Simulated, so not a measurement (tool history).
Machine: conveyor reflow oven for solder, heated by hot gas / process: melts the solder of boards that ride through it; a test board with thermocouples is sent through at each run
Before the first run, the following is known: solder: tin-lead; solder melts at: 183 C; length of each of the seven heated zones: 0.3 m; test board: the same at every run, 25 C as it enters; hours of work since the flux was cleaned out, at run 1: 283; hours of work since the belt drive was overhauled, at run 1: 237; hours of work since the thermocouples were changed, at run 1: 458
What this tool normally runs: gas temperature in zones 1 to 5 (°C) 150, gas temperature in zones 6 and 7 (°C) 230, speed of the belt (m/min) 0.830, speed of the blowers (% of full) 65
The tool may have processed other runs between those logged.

run	day	gas temperature in zones 1 to 5 (°C)	gas temperature in zones 6 and 7 (°C)	speed of the belt (m/min)	speed of the blowers (% of full)	hours of work since the flux was cleaned out	hours of work since the belt drive was overhauled	hours of work since the thermocouples were changed	highest temperature of the board (°C)	time above the solder's melting point (s)
1	0.000	150	230	0.830	65	283	237	458	212.1	32.5
2	0.533	150	230	0.830	65	290	244	464	212.3	32.7
3	0.933	150	230	0.830	65	295	249	469	212.2	32.6
4	1.421	150	230	0.830	65	301	255	475	212.3	32.5
5	1.825	150	230	0.830	65	305	260	480	211.7	32.6
6	2.296	150	230	0.830	65	311	265	486	211.9	32.6
7	2.583	150	230	0.830	82	315	269	489	214.9	34.3
8	3.117	150	223	0.830	65	321	275	496	206.2	29.2
9	3.662	150	223	0.830	65	328	282	503	206.0	29.1
10	4.154	160	230	0.830	65	334	288	509	214.1	36.4
11	4.554	160	230	0.830	65	339	293	514	213.8	36.5
12	5.075	160	230	0.830	65	345	299	520	213.9	36.3
13	5.429	160	230	0.830	65	350	304	524	214.0	36.3
14	5.954	160	223	0.830	65	356	310	531	207.8	33.5
15	6.304	160	223	0.830	65	360	315	535	207.9	33.4
16	6.625	150	228	0.830	65	364	318	539	210.1	31.3
17	6.883	150	228	0.830	65	368	322	542	210.1	31.4
18	7.425	150	228	0.830	65	374	328	549	209.8	31.3
# day 7.642: belt drive overhauled, speed set with a stopwatch
19	7.825	161	228	0.685	73	377	2	552	217.6	47.2
20	8.246	161	228	0.685	73	382	7	557	217.4	47.1
21	8.712	160	233	0.876	77	388	13	563	216.4	35.6
22	9.258	160	233	0.674	84	395	20	569	223.3	49.8
23	9.712	160	233	0.978	84	400	25	575	214.5	30.6
24	10.092	154	224	0.830	65	405	30	579	206.9	30.9
25	10.375	150	240	0.830	65	408	34	583	219.1	35.9
# day 10.792: belt drive overhauled, speed set with a stopwatch, once more
26	10.988	150	240	0.830	65	414	2	588	219.6	35.7
27	11.408	161	238	0.681	59	419	8	594	224.0	49.5
28	11.871	161	238	0.681	59	425	13	599	224.1	49.7
29	12.242	150	235	0.830	55	429	18	604	212.8	32.3
# day 12.642: flux residue cleaned out of gas plates and filters
30	12.712	150	235	0.830	55	1	21	607	215.8	34.5

Across each entry between runs, compare the hidden state at the last listed run before it with the hidden state at the first listed run after it:
From run 18 to run 19: belt drive overhauled, speed set with a stopwatch (day 7.642)
  heat that the gas passes to the board, % of a clean oven's: 87.4 -> 87.3; belt's true speed, % of the reading: 99.73 -> 99.64
  the result without the hidden state subtracted from the measured one, highest temperature of the board (°C): -3.9 -> -3.2; time above the solder's melting point (s): -2.4 -> -1.3
From run 25 to run 26: belt drive overhauled, speed set with a stopwatch, once more (day 10.792)
  heat that the gas passes to the board, % of a clean oven's: 86.3 -> 86.1; belt's true speed, % of the reading: 99.61 -> 100.13; true gas temperature in zones 6 and 7 over the reading, C: -1.66 -> -1.67
  the result without the hidden state subtracted from the measured one, highest temperature of the board (°C): -4.6 -> -4.7; time above the solder's melting point (s): -1.8 -> -2.1
From run 29 to run 30: flux residue cleaned out of gas plates and filters (day 12.642)
  heat that the gas passes to the board, % of a clean oven's: 85.7 -> 99.9
  the result without the hidden state subtracted from the measured one, highest temperature of the board (°C): -4.6 -> -1.5; time above the solder's melting point (s): -2.6 -> -0.7
